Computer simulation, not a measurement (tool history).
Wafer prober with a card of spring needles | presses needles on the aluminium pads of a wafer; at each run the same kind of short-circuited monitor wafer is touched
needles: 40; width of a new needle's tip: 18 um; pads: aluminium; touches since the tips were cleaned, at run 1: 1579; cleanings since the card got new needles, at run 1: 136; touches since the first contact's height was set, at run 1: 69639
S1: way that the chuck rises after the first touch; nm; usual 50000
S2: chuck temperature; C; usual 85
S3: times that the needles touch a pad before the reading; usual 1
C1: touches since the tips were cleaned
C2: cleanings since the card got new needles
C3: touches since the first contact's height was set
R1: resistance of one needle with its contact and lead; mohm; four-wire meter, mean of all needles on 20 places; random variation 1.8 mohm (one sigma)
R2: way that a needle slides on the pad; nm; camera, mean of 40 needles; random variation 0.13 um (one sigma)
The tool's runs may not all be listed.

run   hour     S1   S2  S3    C1   C2      C3   R1     R2
  1      0  50000   85   1  1579  136   69639  185  10030
       1.3  -- tips cleaned on abrasive film
         6  -- tips cleaned on abrasive film
      10.7  -- tips cleaned on abrasive film
      16.6  -- tips cleaned on abrasive film
      22.5  -- tips cleaned on abrasive film
      27.3  -- tips cleaned on abrasive film
      33.2  -- tips cleaned on abrasive film
      37.9  -- tips cleaned on abrasive film
      42.7  -- tips cleaned on abrasive film
      47.4  -- tips cleaned on abrasive film
      52.1  -- tips cleaned on abrasive film
      58.1  -- tips cleaned on abrasive film
        64  -- tips cleaned on abrasive film
      68.7  -- tips cleaned on abrasive film
      73.4  -- tips cleaned on abrasive film
      78.5  -- tips cleaned on abrasive film
  2   78.5  50000   85   1     0  152  103578  184  10060
      84.4  -- tips cleaned on abrasive film
      89.2  -- tips cleaned on abrasive film
      93.9  -- tips cleaned on abrasive film
      98.7  -- tips cleaned on abrasive film
     103.4  -- tips cleaned on abrasive film
     109.3  -- tips cleaned on abrasive film
       114  -- tips cleaned on abrasive film
     118.8  -- tips cleaned on abrasive film
     123.5  -- tips cleaned on abrasive film
     129.4  -- tips cleaned on abrasive film
     134.2  -- tips cleaned on abrasive film
  3  135.9  50000   85   1   746  163  128374  183  10150
     139.4  -- tips cleaned on abrasive film
     145.3  -- tips cleaned on abrasive film
     150.1  -- tips cleaned on abrasive film
       156  -- tips cleaned on abrasive film
     161.9  -- tips cleaned on abrasive film
     167.8  -- tips cleaned on abrasive film
     173.7  -- tips cleaned on abrasive film
     178.4  -- tips cleaned on abrasive film
     183.2  -- tips cleaned on abrasive film
     189.1  -- tips cleaned on abrasive film
     193.8  -- tips cleaned on abrasive film
     199.7  -- tips cleaned on abrasive film
  4  202.4  50000   85   2  1206  175  157214  184  10280
     204.9  -- tips cleaned on abrasive film
     209.6  -- tips cleaned on abrasive film
     214.3  -- tips cleaned on abrasive film
     219.1  -- tips cleaned on abrasive film
       225  -- tips cleaned on abrasive film
     229.7  -- tips cleaned on abrasive film
     235.6  -- tips cleaned on abrasive film
     240.4  -- tips cleaned on abrasive film
     245.1  -- tips cleaned on abrasive film
     249.8  -- tips cleaned on abrasive film
     254.6  -- tips cleaned on abrasive film
     260.5  -- tips cleaned on abrasive film
     266.4  -- tips cleaned on abrasive film
     271.1  -- tips cleaned on abrasive film
     275.9  -- tips cleaned on abrasive film
     280.6  -- tips cleaned on abrasive film
     286.5  -- tips cleaned on abrasive film
     291.3  -- tips cleaned on abrasive film
       296  -- tips cleaned on abrasive film
  5  298.5  50000   85   2  1123  194  198763  182  10240
       301  -- tips cleaned on abrasive film
     306.9  -- tips cleaned on abrasive film
     311.6  -- tips cleaned on abrasive film
     316.3  -- tips cleaned on abrasive film
     321.1  -- tips cleaned on abrasive film
       327  -- tips cleaned on abrasive film
     332.9  -- tips cleaned on abrasive film
     337.6  -- tips cleaned on abrasive film
     342.4  -- tips cleaned on abrasive film
  6  346.9  50000   85   2  2010  203  219707  182  10230
     348.2  -- tips cleaned on abrasive film
     354.1  -- tips cleaned on abrasive film
       360  -- tips cleaned on abrasive film
     364.7  -- tips cleaned on abrasive film
     369.5  -- tips cleaned on abrasive film
     374.2  -- tips cleaned on abrasive film
     380.1  -- tips cleaned on abrasive film
       386  -- tips cleaned on abrasive film
     388.6  -- height of the first contact set anew
       391  -- tips cleaned on abrasive film
     396.9  -- tips cleaned on abrasive film
     401.7  -- tips cleaned on abrasive film
     407.6  -- tips cleaned on abrasive film
     412.3  -- tips cleaned on abrasive film
     418.2  -- tips cleaned on abrasive film
       423  -- tips cleaned on abrasive film
     428.9  -- tips cleaned on abrasive film
     433.6  -- tips cleaned on abrasive film
     439.5  -- tips cleaned on abrasive film
       445  -- tips cleaned on abrasive film
  7    445  50000   26   2     0  222   24398  171  10260
     449.8  -- tips cleaned on abrasive film
     455.7  -- tips cleaned on abrasive film
     460.4  -- tips cleaned on abrasive film
     466.3  -- tips cleaned on abrasive film
     472.2  -- tips cleaned on abrasive film
     478.1  -- tips cleaned on abrasive film
     482.9  -- tips cleaned on abrasive film
     487.6  -- tips cleaned on abrasive film
     492.3  -- tips cleaned on abrasive film
     497.1  -- tips cleaned on abrasive film
  8  501.1  60000   72   2  1784  232   48698  175  12410
     502.4  -- tips cleaned on abrasive film
     507.1  -- tips cleaned on abrasive film
     511.9  -- tips cleaned on abrasive film
     517.8  -- tips cleaned on abrasive film
     522.5  -- tips cleaned on abrasive film
     527.2  -- tips cleaned on abrasive film
       532  -- tips cleaned on abrasive film
     537.9  -- tips cleaned on abrasive film
     542.6  -- tips cleaned on abrasive film
     547.4  -- tips cleaned on abrasive film
     552.1  -- tips cleaned on abrasive film
       558  -- tips cleaned on abrasive film
  9  558.6  50000  102   1   249  244   73510  188  10300
     563.3  -- tips cleaned on abrasive film
     568.1  -- tips cleaned on abrasive film
     572.8  -- tips cleaned on abrasive film
     577.5  -- tips cleaned on abrasive film
     583.4  -- tips cleaned on abrasive film
     589.3  -- tips cleaned on abrasive film
     594.1  -- tips cleaned on abrasive film
     598.8  -- tips cleaned on abrasive film
     603.6  -- tips cleaned on abrasive film
     608.3  -- tips cleaned on abrasive film
     614.2  -- tips cleaned on abrasive film
     618.9  -- tips cleaned on abrasive film
     624.8  -- tips cleaned on abrasive film
 10  628.7  50000   78   1  1717  257  103884  182  10200
       630  -- tips cleaned on abrasive film
     634.7  -- tips cleaned on abrasive film
     639.5  -- tips cleaned on abrasive film
     644.2  -- tips cleaned on abrasive film
     650.1  -- tips cleaned on abrasive film
     654.9  -- tips cleaned on abrasive film
     660.8  -- tips cleaned on abrasive film
     665.5  -- tips cleaned on abrasive film
     670.2  -- tips cleaned on abrasive film
       675  -- tips cleaned on abrasive film
     680.9  -- tips cleaned on abrasive film
     685.6  -- tips cleaned on abrasive film
     691.5  -- tips cleaned on abrasive film
     696.3  -- tips cleaned on abrasive film
     702.2  -- tips cleaned on abrasive film
     706.9  -- tips cleaned on abrasive film
     711.6  -- tips cleaned on abrasive film
 11  711.7  50000   78   1    44  274  139747  180  10190
     716.5  -- tips cleaned on abrasive film
     721.2  -- tips cleaned on abrasive film
     725.9  -- tips cleaned on abrasive film
     730.7  -- tips cleaned on abrasive film
     735.4  -- tips cleaned on abrasive film
     741.3  -- tips cleaned on abrasive film
     747.2  -- tips cleaned on abrasive film
       752  -- tips cleaned on abrasive film
     757.9  -- tips cleaned on abrasive film
     763.8  -- tips cleaned on abrasive film
     768.5  -- tips cleaned on abrasive film
     773.3  -- tips cleaned on abrasive film
 12  776.6  42000   25   3  1488  286  167836  179   8380
       779  -- tips cleaned on abrasive film
     783.8  -- tips cleaned on abrasive film
     788.5  -- tips cleaned on abrasive film
     794.4  -- tips cleaned on abrasive film
     800.3  -- tips cleaned on abrasive film
     805.1  -- tips cleaned on abrasive film
       811  -- tips cleaned on abrasive film
     816.9  -- tips cleaned on abrasive film
     821.6  -- tips cleaned on abrasive film
     827.5  -- tips cleaned on abrasive film
     833.4  -- tips cleaned on abrasive film
     838.2  -- tips cleaned on abrasive film
     842.9  -- tips cleaned on abrasive film
     847.6  -- tips cleaned on abrasive film
     852.4  -- tips cleaned on abrasive film
 13    855  42000   25   3  1163  301  201749  174   8620

4 ways to go on from here, each from the tool as it stands after run 13. What would each give?
     857.4  -- tips cleaned on abrasive film
     863.3  -- tips cleaned on abrasive film
     868.1  -- tips cleaned on abrasive film
     872.8  -- tips cleaned on abrasive film
     878.7  -- tips cleaned on abrasive film
     883.5  -- tips cleaned on abrasive film
     888.2  -- tips cleaned on abrasive film
     892.9  -- tips cleaned on abrasive film
     897.7  -- tips cleaned on abrasive film
     902.4  -- tips cleaned on abrasive film
     907.2  -- tips cleaned on abrasive film
  A  911.5  30000  73   1  1921  312  226185   ?   ?
     857.4  -- tips cleaned on abrasive film
     863.3  -- tips cleaned on abrasive film
     868.1  -- tips cleaned on abrasive film
     872.8  -- tips cleaned on abrasive film
     878.7  -- tips cleaned on abrasive film
     883.5  -- tips cleaned on abrasive film
     888.2  -- tips cleaned on abrasive film
     892.9  -- tips cleaned on abrasive film
     897.7  -- tips cleaned on abrasive film
     902.4  -- tips cleaned on abrasive film
     907.2  -- tips cleaned on abrasive film
  B  911.5  42000  54   2  1921  312  226185   ?   ?
     857.4  -- tips cleaned on abrasive film
     863.3  -- tips cleaned on abrasive film
     868.1  -- tips cleaned on abrasive film
     872.8  -- tips cleaned on abrasive film
     878.7  -- tips cleaned on abrasive film
     883.5  -- tips cleaned on abrasive film
     888.2  -- tips cleaned on abrasive film
     892.9  -- tips cleaned on abrasive film
     897.7  -- tips cleaned on abrasive film
     902.4  -- tips cleaned on abrasive film
     907.2  -- tips cleaned on abrasive film
  C  911.5  30000  25   3  1921  312  226185   ?   ?
     857.4  -- tips cleaned on abrasive film
     863.3  -- tips cleaned on abrasive film
     868.1  -- tips cleaned on abrasive film
     872.8  -- tips cleaned on abrasive film
     878.7  -- tips cleaned on abrasive film
     883.5  -- tips cleaned on abrasive film
     888.2  -- tips cleaned on abrasive film
     892.9  -- tips cleaned on abrasive film
     897.7  -- tips cleaned on abrasive film
     902.4  -- tips cleaned on abrasive film
     907.2  -- tips cleaned on abrasive film
  D  911.5  42000  25   1  1921  312  226185   ?   ?

run   R1    R2
  A  194  6250
  B  178  8580
  C  183  6250
  D  175  8600
Without the tool's hidden state the same runs would have given:
run   R1    R2
  A  193  6260
  B  178  8580
  C  183  6260
  D  175  8600

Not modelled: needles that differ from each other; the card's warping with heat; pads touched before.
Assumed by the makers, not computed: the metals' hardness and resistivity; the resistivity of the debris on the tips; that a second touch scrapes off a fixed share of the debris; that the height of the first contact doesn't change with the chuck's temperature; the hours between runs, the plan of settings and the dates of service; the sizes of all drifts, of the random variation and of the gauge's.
